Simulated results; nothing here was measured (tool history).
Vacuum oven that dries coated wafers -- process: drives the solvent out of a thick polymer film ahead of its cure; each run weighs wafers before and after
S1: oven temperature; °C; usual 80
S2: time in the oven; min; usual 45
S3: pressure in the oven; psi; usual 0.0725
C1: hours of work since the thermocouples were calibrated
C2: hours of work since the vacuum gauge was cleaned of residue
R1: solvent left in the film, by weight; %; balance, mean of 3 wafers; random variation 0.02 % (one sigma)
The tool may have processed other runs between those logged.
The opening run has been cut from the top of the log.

{"run": 2, "hour": 11.1, "S1": 71, "S2": 45, "S3": 0.0725, "C1": 779, "C2": 284, "R1": 1.99}
{"run": 3, "hour": 24.2, "S1": 71, "S2": 45, "S3": 0.0725, "C1": 787, "C2": 292, "R1": 1.97}
{"run": 4, "hour": 33.9, "S1": 80, "S2": 45, "S3": 0.0725, "C1": 794, "C2": 299, "R1": 0.77}
{"run": 5, "hour": 44.8, "S1": 80, "S2": 45, "S3": 0.0725, "C1": 801, "C2": 306, "R1": 0.74}
{"run": 6, "hour": 54.7, "S1": 80, "S2": 29, "S3": 0.0725, "C1": 807, "C2": 312, "R1": 1.95}
{"run": 7, "hour": 60.5, "S1": 80, "S2": 45, "S3": 0.0725, "C1": 811, "C2": 316, "R1": 0.74}
{"run": 8, "hour": 68.1, "S1": 80, "S2": 45, "S3": 0.0725, "C1": 816, "C2": 321, "R1": 0.73}
{"run": 9, "hour": 73.8, "S1": 80, "S2": 45, "S3": 0.0725, "C1": 820, "C2": 325, "R1": 0.77}
{"run": 10, "hour": 84.1, "S1": 80, "S2": 45, "S3": 0.0725, "C1": 827, "C2": 332, "R1": 0.76}
{"run": 11, "hour": 89.7, "S1": 80, "S2": 45, "S3": 0.0725, "C1": 830, "C2": 335, "R1": 0.75}
{"run": 12, "hour": 101.0, "S1": 80, "S2": 45, "S3": 0.0725, "C1": 838, "C2": 343, "R1": 0.77}
{"run": 13, "hour": 107.4, "S1": 80, "S2": 45, "S3": 0.0725, "C1": 842, "C2": 347, "R1": 0.77}
{"run": 14, "hour": 117.7, "S1": 80, "S2": 49, "S3": 0.0725, "C1": 849, "C2": 354, "R1": 0.63}
{"run": 15, "hour": 124.9, "S1": 80, "S2": 45, "S3": 0.0661, "C1": 853, "C2": 358, "R1": 0.73}
{"run": 16, "hour": 131.4, "S1": 80, "S2": 29, "S3": 0.2077, "C1": 858, "C2": 363, "R1": 2.38}
{"run": 17, "hour": 145.2, "S1": 72, "S2": 74, "S3": 0.0725, "C1": 867, "C2": 372, "R1": 0.71}
{"run": 18, "hour": 157.6, "S1": 68, "S2": 54, "S3": 0.0725, "C1": 875, "C2": 380, "R1": 1.91}
{"run": 19, "hour": 166.2, "S1": 88, "S2": 54, "S3": 0.0725, "C1": 880, "C2": 386, "R1": 0.3}
{"run": 20, "hour": 179.1, "S1": 88, "S2": 54, "S3": 0.0725, "C1": 889, "C2": 394, "R1": 0.26}
{"run": 21, "hour": 188.2, "S1": 80, "S2": 68, "S3": 0.0879, "C1": 895, "C2": 400, "R1": 0.45}

The next listed run, before its measurement:
{"run": 22, "hour": 198.0, "S1": 69, "S2": 45, "S3": 0.0817, "C1": 901, "C2": 406, "R1": "?"}

Run 22 yielded R1 2.42 %.
Were there no unlogged condition in the tool, this run, its random variation unchanged, would have produced R1 2.87 %.

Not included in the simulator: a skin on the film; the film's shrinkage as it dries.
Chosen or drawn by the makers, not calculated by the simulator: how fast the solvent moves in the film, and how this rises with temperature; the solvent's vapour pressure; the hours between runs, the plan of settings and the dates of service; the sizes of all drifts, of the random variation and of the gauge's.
